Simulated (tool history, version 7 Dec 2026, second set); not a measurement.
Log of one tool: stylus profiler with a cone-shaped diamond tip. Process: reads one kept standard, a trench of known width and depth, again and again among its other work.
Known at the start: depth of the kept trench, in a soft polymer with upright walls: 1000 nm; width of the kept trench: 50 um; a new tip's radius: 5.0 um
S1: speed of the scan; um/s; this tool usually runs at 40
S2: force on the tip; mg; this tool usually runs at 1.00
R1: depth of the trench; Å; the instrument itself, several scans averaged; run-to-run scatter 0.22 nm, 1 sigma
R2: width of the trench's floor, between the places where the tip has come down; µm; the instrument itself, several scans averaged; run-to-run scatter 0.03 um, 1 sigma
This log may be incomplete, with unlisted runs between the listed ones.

run,hour,S1,S2,R1,R2
1,0.0,40,1.00,10054.2,42.76
2,37.6,40,1.00,10054.4,42.65
3,110.7,40,1.00,10053.3,42.60
4,191.7,40,1.00,10057.3,42.48
5,233.3,40,1.71,10078.0,42.49
6,316.1,40,1.00,10054.1,42.36
7,386.4,47,0.42,10039.2,42.02
8,437.4,13,2.08,10088.1,42.42
9,518.1,40,2.75,10102.3,42.24
10,556.7,40,2.75,10098.5,42.18

Predict the results of run 11:
11,631.0,17,0.78,?,?

R1: 10053.9 Å
R2: 42.19 µm
The same run, on a tool lacking any hidden state, would have yielded R1 10034.4 Å, R2 43.88 µm.
